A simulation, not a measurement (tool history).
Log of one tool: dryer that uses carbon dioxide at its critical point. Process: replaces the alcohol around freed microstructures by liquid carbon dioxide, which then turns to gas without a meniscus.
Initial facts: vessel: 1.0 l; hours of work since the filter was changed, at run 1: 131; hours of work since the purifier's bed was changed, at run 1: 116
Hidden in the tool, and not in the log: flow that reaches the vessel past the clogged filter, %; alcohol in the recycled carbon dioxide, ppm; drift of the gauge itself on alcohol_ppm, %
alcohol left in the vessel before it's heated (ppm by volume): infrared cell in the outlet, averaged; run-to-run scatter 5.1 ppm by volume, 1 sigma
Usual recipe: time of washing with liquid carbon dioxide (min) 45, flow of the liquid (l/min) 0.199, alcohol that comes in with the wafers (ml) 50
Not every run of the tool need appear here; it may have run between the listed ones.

run,hour,time of washing with liquid carbon dioxide (min),flow of the liquid (l/min),alcohol that comes in with the wafers (ml),hours of work since the filter was changed,hours of work since the purifier's bed was changed,alcohol left in the vessel before it's heated (ppm by volume)
1,0.0,45,0.199,50,131,116,65
2,11.4,45,0.199,50,136,121,64
3,21.9,45,0.199,50,141,127,62
4,40.0,45,0.199,50,150,135,66
5,56.0,60,0.199,50,158,143,8
6,71.8,60,0.199,50,166,151,19
7,86.6,45,0.145,50,173,158,358
8,103.2,45,0.145,50,181,167,356
9,112.9,45,0.145,50,186,171,351
10,128.6,45,0.145,28,194,179,211
11,145.9,45,0.145,28,202,188,218
12,156.1,45,0.145,28,207,193,230
13,168.6,45,0.145,28,213,199,227
14,178.6,45,0.145,67,218,204,492
15,188.0,45,0.199,50,223,208,66
16,207.5,45,0.199,50,233,218,79
17,223.0,45,0.199,50,240,225,82
18,242.0,45,0.199,50,250,235,76
19,255.9,45,0.199,50,256,242,79
20,266.9,52,0.199,29,262,247,31

What will run 21 give?
21,277.6,52,0.199,29,267,252,?

alcohol left in the vessel before it's heated (ppm by volume): 32
On a tool with no hidden condition, and with the same random variation, this run would have come out at alcohol left in the vessel before it's heated (ppm by volume) 15.

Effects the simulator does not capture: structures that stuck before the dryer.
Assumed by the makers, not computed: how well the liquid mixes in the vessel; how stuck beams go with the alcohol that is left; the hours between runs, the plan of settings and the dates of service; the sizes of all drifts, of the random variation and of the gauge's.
